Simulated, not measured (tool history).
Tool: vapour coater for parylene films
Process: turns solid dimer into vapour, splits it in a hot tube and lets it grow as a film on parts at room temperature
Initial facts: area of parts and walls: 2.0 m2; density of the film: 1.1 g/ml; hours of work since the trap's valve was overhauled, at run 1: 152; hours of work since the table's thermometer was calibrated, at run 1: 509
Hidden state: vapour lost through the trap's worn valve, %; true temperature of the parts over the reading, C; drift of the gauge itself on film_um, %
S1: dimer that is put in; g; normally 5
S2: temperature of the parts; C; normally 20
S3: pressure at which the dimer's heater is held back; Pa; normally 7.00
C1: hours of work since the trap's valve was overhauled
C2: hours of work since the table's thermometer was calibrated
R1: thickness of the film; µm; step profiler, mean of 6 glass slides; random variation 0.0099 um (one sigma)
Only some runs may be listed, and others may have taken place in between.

run,hour,S1,S2,S3,C1,C2,R1
1,0.0,5,20,7.00,152,509,1.258
2,18.4,5,20,7.22,168,526,1.240
3,30.8,5,20,7.22,179,536,1.252
4,45.5,5,21,7.00,192,549,1.196
5,65.4,5,21,7.00,209,567,1.194
6,81.2,5,20,7.00,223,580,1.246
7,104.1,5,20,7.00,243,600,1.241
8,113.9,5,14,11.21,252,609,1.425
9,136.6,5,29,7.00,271,629,0.935
10,156.8,5,20,4.16,289,647,1.292
11,171.3,5,20,4.16,302,659,1.297
12,191.7,9,18,6.79,320,677,2.368
13,206.4,9,18,6.79,332,690,2.332
14,227.8,5,22,2.42,351,709,1.271

What if the next run were any one of these 5? Each begins from the tool's condition after run 14:
A,239.1,4,22,2.42,361,718,?
B,239.1,5,22,2.42,361,718,?
C,239.1,8,21,2.51,361,718,?
D,239.1,3,20,7.00,361,718,?
E,239.1,4,12,11.87,361,718,?

run,R1
A,1.029
B,1.265
C,2.083
D,0.733
E,1.177
Take away the tool's hidden state, keep each run's random variation, and the runs would have read:
run,R1
A,1.077
B,1.324
C,2.181
D,0.767
E,1.232
